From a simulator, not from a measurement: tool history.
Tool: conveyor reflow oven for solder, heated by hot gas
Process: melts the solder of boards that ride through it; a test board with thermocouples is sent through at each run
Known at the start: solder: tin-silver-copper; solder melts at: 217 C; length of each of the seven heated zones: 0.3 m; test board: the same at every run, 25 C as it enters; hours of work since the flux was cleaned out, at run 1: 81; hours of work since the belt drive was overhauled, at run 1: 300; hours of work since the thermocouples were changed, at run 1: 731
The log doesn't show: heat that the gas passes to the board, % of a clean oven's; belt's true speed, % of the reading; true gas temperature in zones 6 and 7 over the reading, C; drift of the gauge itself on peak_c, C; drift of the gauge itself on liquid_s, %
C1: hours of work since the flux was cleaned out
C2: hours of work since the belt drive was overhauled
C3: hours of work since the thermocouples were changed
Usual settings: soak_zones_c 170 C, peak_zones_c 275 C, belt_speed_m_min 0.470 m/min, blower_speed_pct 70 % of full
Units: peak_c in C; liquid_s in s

Run 1, day 0.000: usual settings; C1 81; C2 300; C3 731. Result: peak_c 257.4 C, liquid_s 59.0 s.
Run 2, day 0.638: usual settings but soak_zones_c 166 C; C1 91; C2 310; C3 741. Result: peak_c 256.6 C, liquid_s 57.2 s.
Run 3, day 1.204: usual settings but soak_zones_c 166 C; C1 99; C2 318; C3 750. Result: peak_c 256.7 C, liquid_s 57.5 s.
Run 4, day 1.517: usual settings but soak_zones_c 166 C; C1 104; C2 323; C3 755. Result: peak_c 256.6 C, liquid_s 57.3 s.
Run 5, day 2.150: usual settings but blower_speed_pct 85 % of full; C1 114; C2 333; C3 764. Result: peak_c 259.8 C, liquid_s 61.0 s.
Run 6, day 2.638: usual settings; C1 121; C2 341; C3 772. Result: peak_c 257.6 C, liquid_s 58.8 s.
Run 7, day 3.125: usual settings; C1 129; C2 348; C3 779. Result: peak_c 257.4 C, liquid_s 59.1 s.
Run 8, day 3.746: usual settings; C1 139; C2 358; C3 789. Result: peak_c 257.2 C, liquid_s 58.7 s.
Run 9, day 4.438: usual settings; C1 149; C2 368; C3 800. Result: peak_c 257.2 C, liquid_s 58.8 s.
Run 10, day 4.992: usual settings; C1 158; C2 377; C3 808. Result: peak_c 256.8 C, liquid_s 59.0 s.
Run 11, day 5.329: usual settings but blower_speed_pct 52 % of full; C1 163; C2 382; C3 814. Result: peak_c 252.9 C, liquid_s 55.1 s.
At day 5.662: flux residue cleaned out of gas plates and filters.
Run 12, day 6.112: usual settings but blower_speed_pct 87 % of full; C1 7; C2 391; C3 823. Result: peak_c 260.2 C, liquid_s 61.4 s.
Run 13, day 6.492: usual settings but blower_speed_pct 87 % of full; C1 13; C2 397; C3 828. Result: peak_c 260.2 C, liquid_s 61.5 s.
Run 14, day 6.846: usual settings but blower_speed_pct 87 % of full; C1 18; C2 403; C3 834. Result: peak_c 260.3 C, liquid_s 61.2 s.
Run 15, day 7.304: usual settings but belt_speed_m_min 0.550 m/min, blower_speed_pct 55 % of full; C1 25; C2 410; C3 841. Result: peak_c 247.0 C, liquid_s 41.9 s.
Run 16, day 7.888: usual settings but belt_speed_m_min 0.550 m/min, blower_speed_pct 55 % of full; C1 35; C2 419; C3 850. Result: peak_c 246.8 C, liquid_s 41.6 s.
Run 17, day 8.629: usual settings but peak_zones_c 285 C, belt_speed_m_min 0.395 m/min, blower_speed_pct 79 % of full; C1 46; C2 430; C3 862. Result: peak_c 273.3 C, liquid_s 80.6 s.
Run 18, day 9.004: usual settings but peak_zones_c 286 C, blower_speed_pct 63 % of full; C1 52; C2 436; C3 867. Result: peak_c 265.2 C, liquid_s 63.4 s.
Run 19, day 9.525: usual settings but peak_zones_c 288 C, blower_speed_pct 66 % of full; C1 60; C2 444; C3 875. Result: peak_c 267.5 C, liquid_s 64.8 s.
Run 20, day 10.117: usual settings but peak_zones_c 279 C, belt_speed_m_min 0.459 m/min; C1 69; C2 453; C3 885. Result: peak_c 261.5 C, liquid_s 63.4 s.
Run 21, day 10.729: usual settings but soak_zones_c 174 C, peak_zones_c 284 C, belt_speed_m_min 0.457 m/min, blower_speed_pct 52 % of full; C1 78; C2 463; C3 894. Result: peak_c 262.1 C, liquid_s 64.5 s.
Run 22, day 11.129: usual settings but soak_zones_c 167 C, peak_zones_c 284 C, belt_speed_m_min 0.493 m/min, blower_speed_pct 52 % of full; C1 85; C2 469; C3 900. Result: peak_c 257.2 C, liquid_s 54.1 s.

Forecast each of these 3 alternatives for the next run:
Run A, day 11.750: usual settings but peak_zones_c 283 C; C1 94; C2 479; C3 910. Result: peak_c ?, liquid_s ?.
Run B, day 11.750: usual settings but soak_zones_c 168 C; C1 94; C2 479; C3 910. Result: peak_c ?, liquid_s ?.
Run C, day 11.750: usual settings but soak_zones_c 167 C, peak_zones_c 284 C, belt_speed_m_min 0.395 m/min, blower_speed_pct 52 % of full; C1 94; C2 479; C3 910. Result: peak_c ?, liquid_s ?.

run  peak_c  liquid_s
  A   264.0      62.9
  B   256.7      58.1
  C   266.7      75.7
Without the tool's hidden state the same runs would have given:
run  peak_c  liquid_s
  A   263.9      62.9
  B   256.7      58.0
  C   266.6      75.6
